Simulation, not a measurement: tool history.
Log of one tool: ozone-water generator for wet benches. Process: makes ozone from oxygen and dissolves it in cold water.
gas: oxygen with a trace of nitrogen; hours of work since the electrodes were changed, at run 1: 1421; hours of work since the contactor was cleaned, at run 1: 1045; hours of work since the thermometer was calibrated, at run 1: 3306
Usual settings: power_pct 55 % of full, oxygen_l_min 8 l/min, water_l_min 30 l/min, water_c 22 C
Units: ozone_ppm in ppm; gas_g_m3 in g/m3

run,hour,power_pct,oxygen_l_min,water_l_min,water_c,hours of work since the electrodes were changed,hours of work since the contactor was cleaned,hours of work since the thermometer was calibrated,ozone_ppm,gas_g_m3
1,0,55,8,30,22,1421,1045,3306,17.8,225.7
2,170.9,55,8,30,22,1531,1155,3416,17.8,224.2
# hour 285.6: water thermometer calibrated
3,293.5,55,8,30,22,1610,1234,5,17.5,223.1
4,432.8,55,8,30,29,1699,1323,95,15.9,224.5
5,617,55,6.23,30,22,1818,1442,213,17.1,249.5
6,724.7,70,8,30,22,1887,1511,283,21.3,270.3
7,815,70,4.69,30,22,1945,1569,341,19.9,340.7
8,990.9,70,4.69,30,22,2058,1683,454,19.7,340.2
9,1109.5,85,12.52,30,25,2135,1759,530,23.8,259.3

Run 10 comes next. What will it give?
10,1300.9,85,12.72,30,25,2258,1882,654,?,?

{"run 10": {"ozone_ppm": 23.5, "gas_g_m3": 256}}
Without the tool's hidden state the same run would have given ozone_ppm 23.5 ppm, gas_g_m3 256.1 g/m3.

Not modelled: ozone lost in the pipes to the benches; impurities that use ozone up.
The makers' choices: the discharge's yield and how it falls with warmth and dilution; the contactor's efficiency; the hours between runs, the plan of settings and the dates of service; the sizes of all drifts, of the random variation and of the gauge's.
